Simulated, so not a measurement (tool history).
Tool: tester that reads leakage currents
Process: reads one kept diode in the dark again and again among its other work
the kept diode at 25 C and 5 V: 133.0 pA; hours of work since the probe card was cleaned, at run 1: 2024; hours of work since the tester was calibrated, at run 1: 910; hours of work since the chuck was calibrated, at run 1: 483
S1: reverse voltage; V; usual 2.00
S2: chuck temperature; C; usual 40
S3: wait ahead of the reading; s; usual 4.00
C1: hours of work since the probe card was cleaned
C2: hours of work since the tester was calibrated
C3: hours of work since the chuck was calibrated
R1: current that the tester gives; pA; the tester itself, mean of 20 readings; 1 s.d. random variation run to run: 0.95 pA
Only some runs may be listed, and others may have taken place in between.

run 1 hour=0.0 | S1=2.00 S2=40 S3=4.00 | C1=2024 C2=910 C3=483 | R1=320.42
run 2 hour=19.3 | S1=2.00 S2=40 S3=4.00 | C1=2036 C2=923 C3=495 | R1=320.91
run 3 hour=36.1 | S1=2.00 S2=40 S3=4.00 | C1=2047 C2=933 C3=506 | R1=321.02
run 4 hour=64.0 | S1=2.00 S2=40 S3=4.00 | C1=2065 C2=951 C3=524 | R1=321.20
run 5 hour=82.8 | S1=2.00 S2=40 S3=4.00 | C1=2077 C2=963 C3=536 | R1=321.77
run 6 hour=100.4 | S1=2.00 S2=40 S3=4.00 | C1=2088 C2=975 C3=548 | R1=320.43
run 7 hour=117.4 | S1=2.00 S2=40 S3=4.00 | C1=2099 C2=986 C3=559 | R1=320.58
run 8 hour=136.0 | S1=2.00 S2=40 S3=4.00 | C1=2111 C2=998 C3=571 | R1=322.69
run 9 hour=169.2 | S1=2.00 S2=40 S3=4.00 | C1=2133 C2=1019 C3=592 | R1=321.18
run 10 hour=200.5 | S1=2.00 S2=40 S3=4.00 | C1=2153 C2=1039 C3=612 | R1=321.60
run 11 hour=232.8 | S1=14.37 S2=41 S3=8.59 | C1=2174 C2=1060 C3=633 | R1=749.56
run 12 hour=260.9 | S1=1.82 S2=28 S3=0.43 | C1=2192 C2=1078 C3=651 | R1=120.36
run 13 hour=282.4 | S1=1.82 S2=33 S3=0.43 | C1=2206 C2=1092 C3=665 | R1=180.65

Predict the results of run 14:
run 14 hour=300.2 | S1=2.07 S2=42 S3=1.97 | C1=2217 C2=1103 C3=676 | R1=?

{"run 14": {"R1": 379.09}}
Had the tool carried no hidden state, the very same run would have given R1 374.35 pA.
